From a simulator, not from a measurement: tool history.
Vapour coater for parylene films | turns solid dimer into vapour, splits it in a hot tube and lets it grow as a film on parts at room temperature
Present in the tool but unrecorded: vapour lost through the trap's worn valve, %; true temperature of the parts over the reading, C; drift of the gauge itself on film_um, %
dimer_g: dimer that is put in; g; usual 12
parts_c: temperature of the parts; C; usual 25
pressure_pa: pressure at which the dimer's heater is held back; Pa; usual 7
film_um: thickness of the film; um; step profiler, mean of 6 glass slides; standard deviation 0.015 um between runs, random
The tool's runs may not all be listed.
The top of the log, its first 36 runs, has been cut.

run,hour,dimer_g,parts_c,pressure_pa,hours of work since the trap's valve was overhauled,hours of work since the table's thermometer was calibrated,film_um
37,366.6,9,25,7,84,379,3.77
38,381.7,9,25,7,94,389,3.78
39,397,9,25,7,105,400,3.76
40,413,9,25,7,116,410,3.77
41,424.5,6,29,7,123,418,2.3
42,436.6,18,17,6.39,132,426,9.01
43,447.2,11,25,2.77,139,434,4.86
44,462.5,8,25,3.43,149,444,3.46
45,476.6,10,25,7.4,159,454,4.17

Here are 5 independent what-if runs from the current tool condition. What would each one return?
A,483.3,15,23,5.19,163,458,?
B,483.3,6,17,9.67,163,458,?
C,483.3,6,18,7.4,163,458,?
D,483.3,9,25,7,163,458,?
E,483.3,12,19,7,163,458,?

run,film_um
A,6.65
B,2.94
C,2.9
D,3.74
E,5.73
Without the tool's unlogged condition, the same runs would have read:
run,film_um
A,6.65
B,2.95
C,2.9
D,3.74
E,5.73
